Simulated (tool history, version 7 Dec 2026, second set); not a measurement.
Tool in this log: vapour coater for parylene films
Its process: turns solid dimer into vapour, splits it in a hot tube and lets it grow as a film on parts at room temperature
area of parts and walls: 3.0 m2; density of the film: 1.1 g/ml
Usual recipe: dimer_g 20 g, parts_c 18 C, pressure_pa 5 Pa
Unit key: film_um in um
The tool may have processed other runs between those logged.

run    hour  dimer_g  parts_c  pressure_pa  film_um
  1       0       20       18            5     4.44
  2    21.8       20       18            5     4.38
  3    54.7       20       18            5     4.42
  4    89.6       20       18            5     4.41
  5   136.3       20       18            5     4.36
  6   169.6       20       18            5     4.39
  7   212.2       20       18            5     4.42
  8   253.2       20       14            5      4.8
  9     286       20       14            5     4.76
 10   318.9       20       14            5     4.78
 11     340       20       18         7.17     4.12
 12   379.2       20       18            5     4.35
 13   424.5       20       18            5     4.19
 14   455.2       20       18            5     4.24
 15   492.3       18       18            5     3.81
 16     527       20       18            5     4.25
 17   572.9       20       14            5     4.57
 18   614.8       20       14            5     4.63
 19   661.2       20       14            5     4.94
 20   680.7       20       14            5      4.9
 21   712.9       20       14            5     4.85
 22   747.6       20       14            5     4.89
 23   785.3       20       14            5     4.83
 24   818.1       20       13            5     5.01
 25     859       22       14         3.69     5.47
 26   899.2       22       12         7.11     5.28
 27   928.3       20       11         7.11     4.86
 28     968       13       11         7.11     3.14
 29  1006.8       26       22            6      5.1
 30  1052.7       26       15          8.3     5.49
 31  1096.9       20       22          8.3      3.7
 32  1121.3       20       22          8.3     3.64
 33    1144       20       22          8.3     3.63
 34  1173.2       10       11         7.76     2.35
 35  1210.8       34       21         4.71     6.85
 36  1233.5        8       18         2.45     1.93
 37  1253.7       20       18         5.87     4.17
 38  1294.5       16       18         9.04     3.06
 39  1338.2       11       23            5     2.05
 40  1376.6       15       23          9.6     2.53
 41  1403.3       11       25         3.08     2.11
 42  1426.8       28       10          3.3     7.43
 43  1455.5       30       10         6.57     7.19
 44  1489.6       20       17         2.46     4.78
 45  1514.6       20       17         2.46        5
 46  1538.5       19       17          5.2      4.3
 47  1579.2       19       17          5.2      4.3
 48  1614.8       19       17          5.2     4.24

Not shown here: 2 entries made in the log between runs. Locate each between two listed runs and compare the hidden state at the listed run before it with the hidden state at the listed run after it:
After run 18, before run 19: trap's valve overhauled (hour 652.8)
  vapour lost through the trap's worn valve, %: 6.5 -> 0.3; true temperature of the parts over the reading, C: 0.5 -> 0.52
  measured minus no-state result, film_um: -0.37 -> -0.07 um
After run 44, before run 45: trap's valve overhauled (hour 1510.4)
  vapour lost through the trap's worn valve, %: 6.3 -> 0.2; true temperature of the parts over the reading, C: 0.9 -> 0.91
  measured minus no-state result, film_um: -0.42 -> -0.11 um
